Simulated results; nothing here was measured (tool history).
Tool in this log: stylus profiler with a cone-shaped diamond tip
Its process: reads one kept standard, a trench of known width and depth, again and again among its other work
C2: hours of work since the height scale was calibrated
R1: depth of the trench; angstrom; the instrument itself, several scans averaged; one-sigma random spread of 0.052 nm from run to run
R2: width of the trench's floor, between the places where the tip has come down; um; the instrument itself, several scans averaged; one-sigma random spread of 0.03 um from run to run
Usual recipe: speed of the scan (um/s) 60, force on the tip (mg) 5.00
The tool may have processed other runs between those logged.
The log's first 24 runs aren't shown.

run 25 hour=1629.5 | speed_of_the_scan_(um/s)=60 force_on_the_tip_(mg)=14.46 | scans_with_this_tip=13353 C2=1631 | R1=2063.1 R2=47.90
run 26 hour=1738.2 | speed_of_the_scan_(um/s)=64 force_on_the_tip_(mg)=4.23 | scans_with_this_tip=13802 C2=1686 | R1=2028.1 R2=47.89
-- hour=1788.0 height scale calibrated on a step standard
run 27 hour=1798.9 | speed_of_the_scan_(um/s)=64 force_on_the_tip_(mg)=4.23 | scans_with_this_tip=14051 C2=6 | R1=2027.7 R2=47.84
run 28 hour=1890.1 | speed_of_the_scan_(um/s)=60 force_on_the_tip_(mg)=6.62 | scans_with_this_tip=14428 C2=52 | R1=2037.7 R2=47.93
run 29 hour=1935.7 | speed_of_the_scan_(um/s)=20 force_on_the_tip_(mg)=5.00 | scans_with_this_tip=14617 C2=75 | R1=2032.2 R2=47.98
run 30 hour=2010.0 | speed_of_the_scan_(um/s)=36 force_on_the_tip_(mg)=3.15 | scans_with_this_tip=14924 C2=112 | R1=2022.5 R2=47.95
run 31 hour=2101.9 | speed_of_the_scan_(um/s)=100 force_on_the_tip_(mg)=2.38 | scans_with_this_tip=15304 C2=159 | R1=2018.8 R2=47.70
run 32 hour=2214.3 | speed_of_the_scan_(um/s)=36 force_on_the_tip_(mg)=5.00 | scans_with_this_tip=15769 C2=215 | R1=2030.9 R2=47.97
run 33 hour=2308.3 | speed_of_the_scan_(um/s)=25 force_on_the_tip_(mg)=2.03 | scans_with_this_tip=16158 C2=263 | R1=2017.1 R2=47.94
run 34 hour=2391.8 | speed_of_the_scan_(um/s)=25 force_on_the_tip_(mg)=2.03 | scans_with_this_tip=16503 C2=305 | R1=2017.2 R2=47.92
run 35 hour=2487.0 | speed_of_the_scan_(um/s)=25 force_on_the_tip_(mg)=2.03 | scans_with_this_tip=16897 C2=353 | R1=2017.1 R2=47.98
run 36 hour=2537.1 | speed_of_the_scan_(um/s)=25 force_on_the_tip_(mg)=2.03 | scans_with_this_tip=17104 C2=378 | R1=2016.9 R2=47.96
run 37 hour=2597.1 | speed_of_the_scan_(um/s)=20 force_on_the_tip_(mg)=7.15 | scans_with_this_tip=17352 C2=409 | R1=2040.1 R2=48.04
run 38 hour=2650.1 | speed_of_the_scan_(um/s)=29 force_on_the_tip_(mg)=5.00 | scans_with_this_tip=17571 C2=435 | R1=2031.6 R2=47.90
run 39 hour=2735.7 | speed_of_the_scan_(um/s)=100 force_on_the_tip_(mg)=6.91 | scans_with_this_tip=17926 C2=479 | R1=2038.9 R2=47.84
run 40 hour=2815.2 | speed_of_the_scan_(um/s)=158 force_on_the_tip_(mg)=3.88 | scans_with_this_tip=18255 C2=519 | R1=2027.3 R2=47.58
run 41 hour=2876.2 | speed_of_the_scan_(um/s)=93 force_on_the_tip_(mg)=6.55 | scans_with_this_tip=18507 C2=550 | R1=2036.1 R2=47.85
run 42 hour=2953.2 | speed_of_the_scan_(um/s)=20 force_on_the_tip_(mg)=6.55 | scans_with_this_tip=18825 C2=589 | R1=2038.2 R2=47.98
run 43 hour=3036.2 | speed_of_the_scan_(um/s)=60 force_on_the_tip_(mg)=1.87 | scans_with_this_tip=19168 C2=631 | R1=2016.7 R2=47.81
run 44 hour=3109.9 | speed_of_the_scan_(um/s)=24 force_on_the_tip_(mg)=7.73 | scans_with_this_tip=19473 C2=668 | R1=2041.8 R2=48.02
run 45 hour=3165.7 | speed_of_the_scan_(um/s)=102 force_on_the_tip_(mg)=2.53 | scans_with_this_tip=19704 C2=696 | R1=2020.9 R2=47.67
run 46 hour=3266.5 | speed_of_the_scan_(um/s)=88 force_on_the_tip_(mg)=6.52 | scans_with_this_tip=20121 C2=747 | R1=2037.3 R2=47.80
run 47 hour=3337.8 | speed_of_the_scan_(um/s)=68 force_on_the_tip_(mg)=5.00 | scans_with_this_tip=20416 C2=783 | R1=2030.5 R2=47.93

Consider 3 possible next runs. They are alternatives, not a sequence: every one starts from the tool as it was left by run 47. What does each give?
run A hour=3443.6 | speed_of_the_scan_(um/s)=46 force_on_the_tip_(mg)=4.19 | scans_with_this_tip=20853 C2=836 | R1=? R2=?
run B hour=3443.6 | speed_of_the_scan_(um/s)=80 force_on_the_tip_(mg)=2.25 | scans_with_this_tip=20853 C2=836 | R1=? R2=?
run C hour=3443.6 | speed_of_the_scan_(um/s)=187 force_on_the_tip_(mg)=14.69 | scans_with_this_tip=20853 C2=836 | R1=? R2=?

run=A R1=2027.2 R2=47.93
run=B R1=2018.0 R2=47.73
run=C R1=2063.6 R2=47.73
Without the tool's hidden state the same runs would have given:
run=A R1=2027.2 R2=47.94
run=B R1=2017.9 R2=47.74
run=C R1=2063.6 R2=47.74

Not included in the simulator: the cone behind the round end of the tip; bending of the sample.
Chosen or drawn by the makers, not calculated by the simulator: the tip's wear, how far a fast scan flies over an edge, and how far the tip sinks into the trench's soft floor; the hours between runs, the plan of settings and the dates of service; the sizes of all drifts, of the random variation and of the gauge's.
